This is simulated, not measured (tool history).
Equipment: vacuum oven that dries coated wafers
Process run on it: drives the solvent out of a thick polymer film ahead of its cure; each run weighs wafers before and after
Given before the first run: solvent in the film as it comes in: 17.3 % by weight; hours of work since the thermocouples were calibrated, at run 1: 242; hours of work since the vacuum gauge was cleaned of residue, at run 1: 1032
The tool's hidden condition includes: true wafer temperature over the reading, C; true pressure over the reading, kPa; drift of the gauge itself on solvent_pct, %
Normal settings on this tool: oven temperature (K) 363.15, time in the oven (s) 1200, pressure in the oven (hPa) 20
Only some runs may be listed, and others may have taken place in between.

run,hour,oven temperature (K),time in the oven (s),pressure in the oven (hPa),hours of work since the thermocouples were calibrated,hours of work since the vacuum gauge was cleaned of residue,solvent left in the film (%)
1,0,363.15,1200,20,242,1032,2.09
2,30.5,363.15,1200,16.2,266,1056,1.9
3,54.4,363.15,1200,16.2,285,1075,1.98
4,89.8,363.15,840,16.2,313,1104,3.02
5,109.5,363.15,840,16.2,329,1119,2.99
6,127,363.15,1200,11.2,343,1133,1.67
7,153.5,363.15,1200,12.1,364,1155,1.73
8,182.2,363.15,1200,12.1,387,1177,1.79
9,209.9,363.15,1200,12.7,409,1200,1.8
10,231.9,363.15,1200,12.7,427,1217,1.88
11,262.6,363.15,1200,12.7,451,1242,1.82
12,286.1,363.15,1200,73.7,470,1260,5.08
13,318.1,363.15,1200,73.7,496,1286,5.06
14,350.2,363.15,1200,16.9,522,1312,2.07
15,380.9,363.15,1200,20,546,1336,2.33
16,399.3,374.15,1200,20,561,1351,0.94
17,431.5,374.15,1200,20,587,1377,1
18,457.2,363.15,1200,20,607,1397,2.28
19,477.4,360.15,1200,20,623,1413,3.04
20,509.3,360.15,1200,20,649,1439,3.06
21,531.5,360.15,1200,20,666,1457,3.13
22,550.7,360.15,1200,20,682,1472,3.12
23,565.7,360.15,1200,20,694,1484,3.08
24,598.9,360.15,1200,20,720,1511,3.07
25,615.7,370.15,1440,10.2,734,1524,0.76
26,637.5,363.15,1560,15.2,751,1541,1.54
27,652.7,363.15,1560,15.2,763,1554,1.56
28,688.8,348.15,1200,35.2,792,1582,8.5
29,712.6,363.15,1080,12.9,811,1601,2.19
30,748.4,367.15,900,45.3,840,1630,3.43
31,778.3,362.15,1860,45.3,864,1654,3.21
32,810.1,377.15,720,45.3,889,1679,2.05
33,837.8,370.15,1200,68.3,911,1702,3.49
34,862.4,373.15,1200,11.7,931,1721,0.76
# hour 876.1: oven's thermocouples calibrated
35,888.2,359.15,1200,16.9,10,1740,2.93
36,921.7,363.15,840,11.7,36,1767,2.77
37,958.3,366.15,1200,20,66,1796,1.73
38,982.4,366.15,1200,20,85,1816,1.71
39,997.6,366.15,1200,20,97,1828,1.71
40,1013.4,362.15,2040,20,110,1840,1.62
41,1032.5,362.15,2040,20,125,1856,1.6
42,1066.4,362.15,2040,20,152,1883,1.6
43,1087.7,362.15,2040,20,169,1900,1.68
44,1114.7,363.15,1500,14.6,191,1921,1.51
45,1146.7,363.15,1500,14.6,216,1947,1.61
46,1162.8,350.15,600,27,229,1960,9.69
47,1188.3,350.15,600,27,250,1980,9.81

Had the tool no unlogged condition, and each run kept its random variation, what would the results have been?
run,solvent left in the film (%)
1,1.85
2,1.65
3,1.73
4,2.71
5,2.68
6,1.39
7,1.45
8,1.49
9,1.49
10,1.56
11,1.49
12,4.67
13,4.63
14,1.7
15,1.94
16,0.75
17,0.8
18,1.87
19,2.53
20,2.54
21,2.6
22,2.59
23,2.54
24,2.51
25,0.51
26,1.14
27,1.16
28,7.67
29,1.66
30,2.9
31,2.7
32,1.73
33,3.05
34,0.5
35,2.62
36,2.49
37,1.45
38,1.43
39,1.42
40,1.29
41,1.27
42,1.26
43,1.34
44,1.17
45,1.25
46,9.27
47,9.37

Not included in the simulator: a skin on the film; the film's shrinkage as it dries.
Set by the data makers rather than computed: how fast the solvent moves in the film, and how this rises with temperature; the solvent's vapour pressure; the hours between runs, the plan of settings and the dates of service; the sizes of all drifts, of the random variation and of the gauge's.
